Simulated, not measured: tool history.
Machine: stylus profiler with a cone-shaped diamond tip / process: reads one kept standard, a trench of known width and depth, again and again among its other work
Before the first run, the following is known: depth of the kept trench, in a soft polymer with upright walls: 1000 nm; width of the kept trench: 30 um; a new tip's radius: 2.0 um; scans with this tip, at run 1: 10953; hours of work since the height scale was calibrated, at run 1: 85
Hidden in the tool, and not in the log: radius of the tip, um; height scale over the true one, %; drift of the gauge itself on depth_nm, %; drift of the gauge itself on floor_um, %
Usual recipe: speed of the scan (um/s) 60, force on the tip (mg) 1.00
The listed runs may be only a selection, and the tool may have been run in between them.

run     day  speed of the scan (um/s)  force on the tip (mg)  scans with this tip  hours of work since the height scale was calibrated  depth of the trench (Å)  width of the trench's floor (nm)
  1   0.000                        60                   1.00                10953                                                   85                  10053.5                             26320
  2   1.192                        60                   1.00                11086                                                   99                  10056.8                             26330
  3   2.312                        60                   1.00                11210                                                  112                  10058.1                             26300
  4   4.038                        60                   1.00                11403                                                  132                  10058.4                             26340
  5   5.883                        60                   1.00                11608                                                  153                  10054.2                             26360
  6   7.275                        60                   1.00                11763                                                  169                  10056.9                             26360
  7   9.642                        60                   1.00                12026                                                  197                  10052.8                             26280
  8  11.958                        60                   0.45                12284                                                  224                  10027.5                             26260
  9  14.008                        53                   1.00                12513                                                  248                  10056.2                             26310
 10  16.446                        53                   1.00                12784                                                  276                  10055.8                             26350
 11  18.825                        53                   1.00                13048                                                  303                  10053.2                             26340
 12  20.533                        53                   0.61                13238                                                  323                  10037.7                             26250
 13  22.950                       143                   0.45                13508                                                  351                  10031.8                             25850
 14  24.167                       143                   0.45                13643                                                  365                  10030.6                             25810
 15  25.496                       143                   0.45                13791                                                  381                  10030.8                             25840
 16  27.354                       143                   0.45                13998                                                  402                  10030.6                             25850
 17  29.292                        16                   0.62                14213                                                  425                  10042.5                             26500
 18  31.362                       231                   0.77                14444                                                  449                  10050.7                             25660
 19  33.408                       231                   0.77                14672                                                  472                  10044.9                             25650
 20  35.575                       231                   0.77                14913                                                  497                  10044.6                             25660
 21  37.350                        58                   0.77                15110                                                  518                  10049.1                             26270
 22  39.367                       193                   0.64                15335                                                  541                  10043.4                             25740
 23  40.708                        17                   0.61                15484                                                  557                  10041.3                             26450

What if the next run were any one of these 3? Each begins from the tool's condition after run 23:
  A  42.446                       188                   1.00                15678                                                  577                        ?                                 ?
  B  42.446                        30                   0.47                15678                                                  577                        ?                                 ?
  C  42.446                        60                   1.28                15678                                                  577                        ?                                 ?

run  depth of the trench (Å)  width of the trench's floor (nm)
  A                  10057.4                             25930
  B                  10036.9                             26390
  C                  10064.8                             26360
With no hidden state in the tool, these same runs would have given:
run  depth of the trench (Å)  width of the trench's floor (nm)
  A                  10057.6                             25940
  B                  10037.1                             26410
  C                  10065.0                             26370

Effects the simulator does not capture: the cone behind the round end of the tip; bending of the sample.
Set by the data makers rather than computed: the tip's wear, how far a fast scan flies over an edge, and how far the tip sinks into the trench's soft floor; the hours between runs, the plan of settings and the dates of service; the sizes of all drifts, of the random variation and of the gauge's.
